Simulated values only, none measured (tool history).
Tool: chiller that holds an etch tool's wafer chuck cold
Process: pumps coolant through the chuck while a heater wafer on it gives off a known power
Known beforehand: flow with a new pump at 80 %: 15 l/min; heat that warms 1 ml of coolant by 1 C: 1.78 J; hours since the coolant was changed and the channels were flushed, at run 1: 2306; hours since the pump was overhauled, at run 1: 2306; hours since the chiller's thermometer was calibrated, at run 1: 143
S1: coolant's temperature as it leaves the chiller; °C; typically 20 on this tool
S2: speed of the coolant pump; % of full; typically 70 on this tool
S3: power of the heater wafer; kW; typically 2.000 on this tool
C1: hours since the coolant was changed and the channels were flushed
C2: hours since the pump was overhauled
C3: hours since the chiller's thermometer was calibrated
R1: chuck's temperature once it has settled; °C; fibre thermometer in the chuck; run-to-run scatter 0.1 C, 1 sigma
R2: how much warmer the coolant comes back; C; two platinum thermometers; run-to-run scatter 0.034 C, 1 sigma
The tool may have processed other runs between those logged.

Run 1, day 0.000: usual settings; C1 2306; C2 2306; C3 143. Result: R1 35.0 °C, R2 5.31 C.
Run 2, day 5.008: usual settings; C1 2426; C2 2426; C3 263. Result: R1 35.0 °C, R2 5.17 C.
Run 3, day 8.854: usual settings; C1 2518; C2 2518; C3 355. Result: R1 35.0 °C, R2 5.29 C.
Run 4, day 15.279: usual settings; C1 2672; C2 2672; C3 509. Result: R1 35.1 °C, R2 5.28 C.
Run 5, day 22.504: usual settings; C1 2846; C2 2846; C3 683. Result: R1 35.0 °C, R2 5.22 C.
Run 6, day 28.962: usual settings but S1 11 °C; C1 3001; C2 3001; C3 838. Result: R1 26.2 °C, R2 5.19 C.
Run 7, day 36.600: usual settings but S1 11 °C; C1 3184; C2 3184; C3 1021. Result: R1 26.4 °C, R2 5.28 C.
Run 8, day 42.275: usual settings; C1 3320; C2 3320; C3 1157. Result: R1 35.3 °C, R2 5.27 C.
Run 9, day 49.458: usual settings; C1 3493; C2 3493; C3 1330. Result: R1 35.2 °C, R2 5.29 C.
Run 10, day 56.283: usual settings; C1 3656; C2 3656; C3 1493. Result: R1 35.2 °C, R2 5.32 C.
Run 11, day 59.962: usual settings; C1 3745; C2 3745; C3 1582. Result: R1 35.4 °C, R2 5.25 C.
Run 12, day 64.188: usual settings; C1 3846; C2 3846; C3 1683. Result: R1 35.7 °C, R2 5.37 C.
Run 13, day 70.458: usual settings; C1 3997; C2 3997; C3 1834. Result: R1 35.5 °C, R2 5.27 C.
Run 14, day 78.196: usual settings but S1 16 °C; C1 4182; C2 4182; C3 2019. Result: R1 31.5 °C, R2 5.30 C.
Run 15, day 83.358: usual settings but S1 16 °C; C1 4306; C2 4306; C3 2143. Result: R1 31.5 °C, R2 5.32 C.
Run 16, day 87.096: usual settings but S1 16 °C; C1 4396; C2 4396; C3 2233. Result: R1 31.4 °C, R2 5.34 C.
Run 17, day 94.654: usual settings but S2 72 % of full, S3 1.978 kW; C1 4577; C2 4577; C3 2414. Result: R1 35.3 °C, R2 5.09 C.
Run 18, day 100.429: usual settings but S1 10 °C, S2 69 % of full, S3 1.995 kW; C1 4716; C2 4716; C3 2553. Result: R1 25.6 °C, R2 5.47 C.
Run 19, day 106.675: usual settings but S1 24 °C, S2 77 % of full, S3 1.559 kW; C1 4866; C2 4866; C3 2703. Result: R1 35.6 °C, R2 3.82 C.
Run 20, day 113.808: usual settings but S1 24 °C, S2 77 % of full, S3 1.559 kW; C1 5037; C2 5037; C3 2874. Result: R1 35.7 °C, R2 3.82 C.
Run 21, day 121.479: usual settings but S1 15 °C, S3 1.027 kW; C1 5221; C2 5221; C3 3058. Result: R1 23.0 °C, R2 2.75 C.
Run 22, day 125.367: usual settings but S1 15 °C, S3 1.027 kW; C1 5314; C2 5314; C3 3151. Result: R1 23.2 °C, R2 2.77 C.
Run 23, day 128.617: usual settings but S1 15 °C, S3 1.027 kW; C1 5392; C2 5392; C3 3229. Result: R1 23.2 °C, R2 2.86 C.
Run 24, day 132.904: usual settings but S1 18 °C, S2 63 % of full, S3 1.554 kW; C1 5495; C2 5495; C3 3332. Result: R1 31.0 °C, R2 4.67 C.
Run 25, day 136.767: usual settings but S1 18 °C, S2 63 % of full, S3 1.554 kW; C1 5588; C2 5588; C3 3425. Result: R1 30.9 °C, R2 4.72 C.
Run 26, day 143.850: usual settings but S1 14 °C, S2 71 % of full, S3 2.193 kW; C1 5758; C2 5758; C3 3595. Result: R1 31.4 °C, R2 5.87 C.
Run 27, day 148.062: usual settings but S1 14 °C, S2 63 % of full, S3 1.052 kW; C1 5859; C2 5859; C3 3696. Result: R1 22.7 °C, R2 3.09 C.
Run 28, day 153.650: usual settings but S1 19 °C, S2 60 % of full; C1 5993; C2 5993; C3 3830. Result: R1 36.3 °C, R2 6.34 C.
Run 29, day 159.517: usual settings but S2 84 % of full, S3 1.014 kW; C1 6134; C2 6134; C3 3971. Result: R1 27.4 °C, R2 2.29 C.

3 ways to go on from here, each from the tool as it stands after run 29. What would each give?
Run A, day 164.467: usual settings but S1 23 °C, S2 66 % of full, S3 1.743 kW; C1 6253; C2 6253; C3 4090. Result: R1 ?, R2 ?.
Run B, day 164.467: usual settings but S1 25 °C, S2 84 % of full, S3 1.133 kW; C1 6253; C2 6253; C3 4090. Result: R1 ?, R2 ?.
Run C, day 164.467: usual settings but S1 10 °C; C1 6253; C2 6253; C3 4090. Result: R1 ?, R2 ?.

run    R1    R2
  A  37.4  4.96
  B  33.3  2.57
  C  26.1  5.42
Without the tool's unlogged condition, the same runs would have read:
run    R1    R2
  A  35.8  4.67
  B  32.4  2.42
  C  24.2  5.10
